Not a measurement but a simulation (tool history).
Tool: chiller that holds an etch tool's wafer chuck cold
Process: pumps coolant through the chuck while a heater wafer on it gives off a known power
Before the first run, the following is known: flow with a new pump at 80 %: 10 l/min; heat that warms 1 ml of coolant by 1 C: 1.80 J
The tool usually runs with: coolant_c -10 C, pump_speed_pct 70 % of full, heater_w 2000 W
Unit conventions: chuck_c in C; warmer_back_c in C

Run 1, hour 0: usual settings. Result: chuck_c 14.9 C, warmer_back_c 7.92 C.
Run 2, hour 28.7: usual settings but coolant_c -14 C. Result: chuck_c 10.7 C, warmer_back_c 7.91 C.
Run 3, hour 55.2: usual settings but coolant_c -14 C, pump_speed_pct 98 % of full. Result: chuck_c 3.7 C, warmer_back_c 5.38 C.
Run 4, hour 83.1: usual settings but coolant_c -14 C, pump_speed_pct 98 % of full. Result: chuck_c 3.7 C, warmer_back_c 5.4 C.
Run 5, hour 110.9: usual settings but coolant_c -14 C, pump_speed_pct 98 % of full. Result: chuck_c 3.8 C, warmer_back_c 5.45 C.
Run 6, hour 145.7: usual settings but coolant_c -14 C, pump_speed_pct 98 % of full. Result: chuck_c 3.7 C, warmer_back_c 5.43 C.
Run 7, hour 164.2: usual settings but coolant_c -14 C, pump_speed_pct 98 % of full. Result: chuck_c 3.8 C, warmer_back_c 5.43 C.
Run 8, hour 200.3: usual settings but coolant_c -14 C, pump_speed_pct 98 % of full. Result: chuck_c 3.7 C, warmer_back_c 5.4 C.
Run 9, hour 227.3: usual settings but coolant_c -14 C, pump_speed_pct 98 % of full. Result: chuck_c 3.8 C, warmer_back_c 5.43 C.
Run 10, hour 259.3: usual settings but heater_w 2292 W. Result: chuck_c 18.6 C, warmer_back_c 9.17 C.
Run 11, hour 295.5: usual settings but heater_w 2292 W. Result: chuck_c 18.7 C, warmer_back_c 9.08 C.
Run 12, hour 328.8: usual settings but heater_w 2292 W. Result: chuck_c 18.9 C, warmer_back_c 9.13 C.
Run 13, hour 358.5: usual settings but coolant_c -14 C, heater_w 1291 W. Result: chuck_c 2 C, warmer_back_c 5.19 C.
Run 14, hour 381.3: usual settings but pump_speed_pct 78 % of full, heater_w 1941 W. Result: chuck_c 11.8 C, warmer_back_c 6.82 C.
Run 15, hour 406.3: usual settings but pump_speed_pct 68 % of full, heater_w 2489 W. Result: chuck_c 22.1 C, warmer_back_c 10.15 C.
At hour 413.9: chiller's thermometer calibrated.
Run 16, hour 424.9: usual settings but coolant_c -17 C, heater_w 1340 W. Result: chuck_c -0.2 C, warmer_back_c 5.31 C.
Run 17, hour 456.4: usual settings but coolant_c -17 C, heater_w 1340 W. Result: chuck_c 0 C, warmer_back_c 5.39 C.
Run 18, hour 488.5: usual settings but coolant_c 0 C, pump_speed_pct 73 % of full, heater_w 1164 W. Result: chuck_c 14.1 C, warmer_back_c 4.41 C.
Run 19, hour 523.2: usual settings but coolant_c -4 C, pump_speed_pct 73 % of full, heater_w 1052 W. Result: chuck_c 8.6 C, warmer_back_c 4.03 C.
Run 20, hour 555.1: usual settings but coolant_c -4 C, pump_speed_pct 61 % of full, heater_w 1052 W. Result: chuck_c 11.3 C, warmer_back_c 4.95 C.
Run 21, hour 571.1: usual settings but coolant_c -4 C, pump_speed_pct 61 % of full, heater_w 1052 W. Result: chuck_c 11.3 C, warmer_back_c 4.88 C.
Run 22, hour 596.7: usual settings but coolant_c -4 C, pump_speed_pct 61 % of full, heater_w 1052 W. Result: chuck_c 11.3 C, warmer_back_c 4.87 C.
Run 23, hour 624.5: usual settings but pump_speed_pct 83 % of full, heater_w 1560 W. Result: chuck_c 6.6 C, warmer_back_c 5.14 C.

5 options for the next run, each taken on its own from the tool as it stands now. Forecast them:
Run A, hour 648.3: usual settings but coolant_c -18 C, pump_speed_pct 83 % of full, heater_w 1560 W. Result: chuck_c ?, warmer_back_c ?.
Run B, hour 648.3: usual settings but heater_w 2833 W. Result: chuck_c ?, warmer_back_c ?.
Run C, hour 648.3: usual settings but pump_speed_pct 97 % of full, heater_w 2200 W. Result: chuck_c ?, warmer_back_c ?.
Run D, hour 648.3: usual settings but coolant_c -13 C, pump_speed_pct 77 % of full, heater_w 2319 W. Result: chuck_c ?, warmer_back_c ?.
Run E, hour 648.3: usual settings but coolant_c -2 C. Result: chuck_c ?, warmer_back_c ?.

run  chuck_c  warmer_back_c
  A     -1.5           5.18
  B       26          11.29
  C     10.1           6.05
  D     13.9           8.35
  E     23.4           7.97
The same runs, with their run-to-run variation unchanged, on a tool lacking any hidden condition would have given:
run  chuck_c  warmer_back_c
  A     -3.1           5.01
  B     22.5          10.91
  C      8.2           5.85
  D     11.3           8.07
  E       21            7.7

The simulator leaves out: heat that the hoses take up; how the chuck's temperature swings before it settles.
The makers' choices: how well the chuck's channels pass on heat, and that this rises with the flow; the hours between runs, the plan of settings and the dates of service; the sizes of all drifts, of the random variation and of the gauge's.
